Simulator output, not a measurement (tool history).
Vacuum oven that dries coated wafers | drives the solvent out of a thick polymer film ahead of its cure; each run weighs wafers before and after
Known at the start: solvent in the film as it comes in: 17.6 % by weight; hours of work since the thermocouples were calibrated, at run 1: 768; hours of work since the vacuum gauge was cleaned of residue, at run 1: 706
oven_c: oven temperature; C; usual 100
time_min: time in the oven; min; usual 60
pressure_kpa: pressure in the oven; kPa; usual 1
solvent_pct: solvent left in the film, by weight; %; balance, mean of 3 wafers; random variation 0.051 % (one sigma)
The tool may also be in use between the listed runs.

run    day  oven_c  time_min  pressure_kpa  hours of work since the thermocouples were calibrated  hours of work since the vacuum gauge was cleaned of residue  solvent_pct
  1      0     100        60             1                                                    768                                                          706         1.11
  2   1.05     100        60          1.92                                                    781                                                          720         1.56
  3  1.983     100        60             1                                                    793                                                          731         1.14
  4  3.012     100        60             1                                                    806                                                          744         1.11
  5  3.804     100        60             1                                                    816                                                          754         1.15
  6  4.867     100        71             1                                                    829                                                          768         0.74
  7  6.467     108       103             1                                                    849                                                          788         0.34
  8  7.429     108        93           0.6                                                    861                                                          800         0.15

The next listed run, before its measurement:
  9  8.946     108        93           0.6                                                    880                                                          819            ?

Run 9 gave solvent_pct 0.19 %.
Without the tool's hidden state the same run would have given solvent_pct 0.18 %.

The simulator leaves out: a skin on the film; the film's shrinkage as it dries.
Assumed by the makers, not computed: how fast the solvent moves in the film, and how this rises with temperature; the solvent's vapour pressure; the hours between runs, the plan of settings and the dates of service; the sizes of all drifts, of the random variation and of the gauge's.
